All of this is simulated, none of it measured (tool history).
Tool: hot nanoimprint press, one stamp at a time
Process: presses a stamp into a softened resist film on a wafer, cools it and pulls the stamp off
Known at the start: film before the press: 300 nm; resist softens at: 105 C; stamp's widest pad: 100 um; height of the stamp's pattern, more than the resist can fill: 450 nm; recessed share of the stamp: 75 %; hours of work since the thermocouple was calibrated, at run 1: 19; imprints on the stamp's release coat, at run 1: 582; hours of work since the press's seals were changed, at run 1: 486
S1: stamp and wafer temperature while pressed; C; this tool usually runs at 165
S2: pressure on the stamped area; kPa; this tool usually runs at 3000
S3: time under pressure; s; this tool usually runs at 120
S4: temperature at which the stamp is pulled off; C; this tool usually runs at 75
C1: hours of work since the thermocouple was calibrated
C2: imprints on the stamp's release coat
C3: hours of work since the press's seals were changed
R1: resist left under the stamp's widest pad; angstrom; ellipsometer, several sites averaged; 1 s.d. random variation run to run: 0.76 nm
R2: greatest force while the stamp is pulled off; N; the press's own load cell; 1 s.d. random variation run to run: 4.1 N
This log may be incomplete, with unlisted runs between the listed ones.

run,hour,S1,S2,S3,S4,C1,C2,C3,R1,R2
1,0.0,165,3000,120,75,19,582,486,1572,229
2,32.0,165,3000,120,75,35,679,502,1566,238
3,58.4,165,3000,120,75,48,759,515,1571,239
4,86.1,165,3000,120,75,62,843,529,1571,249
5,117.1,165,3000,120,75,78,937,545,1576,251
6,149.2,165,3000,120,75,94,1034,561,1591,266
7,180.8,171,3000,120,75,110,1129,576,1165,267
8,199.9,165,3000,120,75,119,1187,586,1590,268
# hour 215.8: stamp cleaned and given a new release coat
9,222.0,165,3000,120,75,127,19,594,1591,199
10,236.8,165,3000,120,75,135,64,601,1587,202
11,255.3,165,3000,120,75,144,119,611,1607,211
12,275.5,165,3000,120,75,154,181,621,1595,207
13,301.9,165,2230,120,75,167,261,634,1829,220
14,318.2,165,4260,120,75,175,310,642,1357,214
15,344.0,165,3000,101,75,188,388,655,1691,221
16,364.1,165,2040,101,75,198,449,665,1970,217
# hour 383.1: press's hydraulic seals changed and the load cell set to zero
17,386.9,160,3000,120,75,206,493,2,2035,224
18,417.5,160,3000,120,75,221,586,17,2009,234
19,441.7,165,4610,82,69,233,659,29,1471,252
20,471.7,165,4610,82,69,248,750,44,1477,251
21,484.7,155,3000,206,75,255,789,51,2175,243
22,513.7,167,2110,87,61,269,877,65,1880,280
23,528.7,167,2110,87,61,277,922,73,1884,277
# hour 535.8: plate thermocouple calibrated
24,558.1,175,3000,120,71,11,1002,86,920,269
25,580.4,175,3000,120,71,22,1070,97,909,263
26,607.6,154,3810,78,69,36,1152,111,2471,282
27,627.4,154,3810,214,69,46,1212,121,2015,280
# hour 636.4: stamp cleaned and given a new release coat
28,654.4,159,3060,120,75,56,54,131,2016,192
29,679.4,165,3000,144,75,69,130,144,1446,207

Alternative continuations, all from the tool just after run 29; predict every row:
A,703.7,165,2470,120,60,81,203,156,?,?
B,703.7,165,3350,194,75,81,203,156,?,?
C,703.7,159,3000,120,65,81,203,156,?,?
D,703.7,165,3000,158,75,81,203,156,?,?

run,R1,R2
A,1678,222
B,1234,207
C,2035,229
D,1397,202
Had the tool no hidden state, the same runs would have come out as:
run,R1,R2
A,1685,209
B,1240,195
C,2043,217
D,1403,191
